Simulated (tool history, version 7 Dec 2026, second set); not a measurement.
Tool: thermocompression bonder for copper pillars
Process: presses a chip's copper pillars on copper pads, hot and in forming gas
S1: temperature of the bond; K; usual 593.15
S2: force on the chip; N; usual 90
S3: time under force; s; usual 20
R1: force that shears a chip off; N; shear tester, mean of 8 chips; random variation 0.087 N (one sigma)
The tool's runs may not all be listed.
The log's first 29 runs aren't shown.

run     day      S1   S2  S3     R1
 30  21.079  618.15   90  30  62.82
 31    21.9  603.15   90  37  60.22
 32  22.817  619.15   86  18  52.28
 33   23.55  601.15   90  20  47.98
 34  24.221  616.15   70  20   47.9
 35  25.221  593.15  107  20  48.57
 36  25.983  593.15  107  20   48.4
 37  26.912  593.15  107  20  48.32
 38  27.592  579.15  107  28  48.13
 39    28.5  571.15   95  20  37.03

Forecast each of these 4 alternatives for the next run:
     28.846  -- forming gas filter changed
  A  29.442  593.15   90  14   ?
     28.846  -- forming gas filter changed
  B  29.442  615.15   77  28   ?
     28.846  -- forming gas filter changed
  C  29.442  571.15  119  10   ?
     28.846  -- forming gas filter changed
  D  29.442  571.15   95  39   ?

run     R1
  A  39.77
  B  57.46
  C  32.37
  D  49.02
Without the tool's hidden state the same runs would have given:
run     R1
  A  38.71
  B  56.24
  C  31.41
  D  47.75
